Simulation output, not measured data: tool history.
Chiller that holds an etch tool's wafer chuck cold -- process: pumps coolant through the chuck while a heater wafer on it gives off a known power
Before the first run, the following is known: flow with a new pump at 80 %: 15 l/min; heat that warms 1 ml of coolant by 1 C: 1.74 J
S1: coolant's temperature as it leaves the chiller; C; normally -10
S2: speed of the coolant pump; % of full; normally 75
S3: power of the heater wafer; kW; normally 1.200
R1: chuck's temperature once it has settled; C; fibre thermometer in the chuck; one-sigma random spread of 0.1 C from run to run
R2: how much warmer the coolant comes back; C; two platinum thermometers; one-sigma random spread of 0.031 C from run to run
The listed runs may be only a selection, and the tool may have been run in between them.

| run | hour | S1 | S2 | S3 | R1 | R2 |
|---|---|---|---|---|---|---|
| 1 | 0.0 | -10 | 75 | 1.200 | -0.7 | 3.17 |
| 2 | 120.3 | -10 | 75 | 1.200 | -0.7 | 3.20 |
| 3 | 316.0 | -10 | 75 | 1.200 | -0.7 | 3.21 |
| 4 | 472.6 | -10 | 94 | 1.200 | -1.9 | 2.53 |
| 5 | 628.6 | -10 | 75 | 1.200 | -0.7 | 3.23 |
| 6 | 777.6 | -10 | 75 | 1.200 | -0.6 | 3.18 |
| 7 | 888.3 | -10 | 75 | 1.200 | -0.6 | 3.20 |
| 8 | 1085.5 | -10 | 75 | 1.200 | -0.6 | 3.25 |
| 9 | 1240.4 | -10 | 75 | 1.200 | -0.7 | 3.28 |
| 10 | 1337.1 | -10 | 72 | 1.200 | -0.3 | 3.43 |
| 11 | 1446.3 | -10 | 72 | 1.200 | -0.4 | 3.40 |
| 12 | 1592.8 | -10 | 72 | 1.564 | 2.6 | 4.37 |
| 13 | 1681.9 | -10 | 72 | 1.564 | 2.9 | 4.45 |
| 14 | 1845.7 | -10 | 75 | 1.200 | -0.5 | 3.25 |
| 15 | 1949.6 | -10 | 75 | 1.200 | -0.6 | 3.27 |
| 16 | 2142.6 | -17 | 75 | 1.200 | -7.3 | 3.28 |
| 17 | 2347.3 | -7 | 93 | 1.200 | 1.3 | 2.71 |
|  | 2368.5 | coolant pump overhauled |
| 18 | 2524.0 | -7 | 93 | 0.925 | -0.8 | 2.15 |
|  | 2541.3 | chiller's thermometer calibrated |
| 19 | 2624.7 | -20 | 75 | 1.200 | -10.1 | 3.40 |
| 20 | 2719.1 | -10 | 93 | 1.242 | -0.9 | 2.80 |
| 21 | 2819.7 | -10 | 93 | 1.242 | -1.1 | 2.83 |
| 22 | 2964.8 | -10 | 93 | 1.242 | -1.0 | 2.82 |
| 23 | 3142.9 | -10 | 88 | 1.200 | -0.8 | 2.91 |
| 24 | 3319.5 | -10 | 88 | 1.102 | -1.5 | 2.68 |
|  | 3427.9 | coolant pump overhauled, once more |
| 25 | 3461.1 | -10 | 75 | 1.582 | 2.1 | 3.88 |
| 26 | 3555.2 | -10 | 75 | 1.582 | 2.3 | 3.87 |
| 27 | 3713.8 | -10 | 75 | 1.582 | 2.1 | 3.87 |
| 28 | 3870.3 | -1 | 68 | 0.737 | 5.0 | 2.00 |
| 29 | 4016.3 | -9 | 66 | 0.835 | -2.1 | 2.25 |
| 30 | 4134.3 | -10 | 90 | 0.821 | -4.4 | 1.66 |
| 31 | 4276.4 | -16 | 92 | 0.985 | -9.3 | 2.05 |

Predict each of these 4 candidate next runs independently; none follows another, all start after run 31:
| A | 4415.8 | -10 | 92 | 0.985 | ? | ? |
| B | 4415.8 | -12 | 92 | 0.928 | ? | ? |
| C | 4415.8 | -16 | 92 | 1.137 | ? | ? |
| D | 4415.8 | -10 | 97 | 0.918 | ? | ? |

| run | R1 | R2 |
|---|---|---|
| A | -3.5 | 1.98 |
| B | -5.8 | 1.89 |
| C | -8.3 | 2.30 |
| D | -4.0 | 1.79 |
Stripped of hidden state, with their random variation kept, the same runs would have yielded:
| run | R1 | R2 |
|---|---|---|
| A | -3.7 | 1.97 |
| B | -6.0 | 1.88 |
| C | -8.6 | 2.29 |
| D | -4.2 | 1.78 |

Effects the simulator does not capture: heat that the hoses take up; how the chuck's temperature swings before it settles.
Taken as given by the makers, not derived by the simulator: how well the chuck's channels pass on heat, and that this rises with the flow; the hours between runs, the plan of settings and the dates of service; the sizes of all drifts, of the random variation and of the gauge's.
